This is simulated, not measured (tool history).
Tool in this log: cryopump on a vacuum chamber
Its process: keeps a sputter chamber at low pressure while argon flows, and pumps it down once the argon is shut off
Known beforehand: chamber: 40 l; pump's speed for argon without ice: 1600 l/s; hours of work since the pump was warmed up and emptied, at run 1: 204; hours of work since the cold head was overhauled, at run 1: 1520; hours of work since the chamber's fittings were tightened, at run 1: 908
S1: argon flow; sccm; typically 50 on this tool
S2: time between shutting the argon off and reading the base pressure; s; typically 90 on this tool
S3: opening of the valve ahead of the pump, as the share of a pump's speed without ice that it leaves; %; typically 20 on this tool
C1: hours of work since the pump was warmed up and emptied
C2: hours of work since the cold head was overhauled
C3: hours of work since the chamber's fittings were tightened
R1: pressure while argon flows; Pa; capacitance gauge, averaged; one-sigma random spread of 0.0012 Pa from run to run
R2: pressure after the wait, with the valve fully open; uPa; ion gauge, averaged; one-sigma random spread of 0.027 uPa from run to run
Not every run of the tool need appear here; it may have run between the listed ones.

run,hour,S1,S2,S3,C1,C2,C3,R1,R2
1,0,50,90,20,204,1520,908,0.2738,2.79
2,31.9,50,90,20,228,1545,932,0.2722,2.82
3,65.8,50,90,20,254,1571,958,0.2739,2.93
4,102.1,50,90,20,282,1599,986,0.2742,2.91
5,125.5,50,90,24,300,1616,1004,0.2299,3.04
6,158.3,50,90,20,325,1642,1029,0.2773,3.11
7,203.1,50,90,20,359,1676,1063,0.2779,3.06
8,234.6,50,90,20,383,1700,1087,0.2807,3.26
9,279.8,50,90,20,418,1734,1122,0.2799,3.33
10,329.2,90,90,24,456,1772,1159,0.4256,3.49
11,359.7,90,50,59,479,1796,1183,0.1936,4.39
12,396.8,88,39,59,507,1824,1211,0.1931,4.84
13,435.7,81,266,59,537,1854,1241,0.1771,3.24
# hour 474.2: leaking fittings of the chamber tightened, without venting
14,486.2,81,152,27,574,1891,9,0.3556,0.89
15,511.1,81,89,23,593,1910,28,0.4116,1.35
# hour 552.1: pump warmed up, emptied and cooled again
16,566.2,81,89,17,11,1948,67,0.5077,1.26

4 options for the next run, each taken on its own from the tool as it stands now. Forecast them:
A,602.3,25,27,15,38,1976,94,?,?
B,602.3,25,89,16,38,1976,94,?,?
C,602.3,81,88,40,38,1976,94,?,?
D,602.3,81,73,17,38,1976,94,?,?

run,R1,R2
A,0.1776,3.69
B,0.1664,1.39
C,0.2186,1.35
D,0.5076,1.52
Stripped of hidden state, with their random variation kept, the same runs would have yielded:
run,R1,R2
A,0.1766,3.53
B,0.1655,1.23
C,0.2155,1.19
D,0.5045,1.37
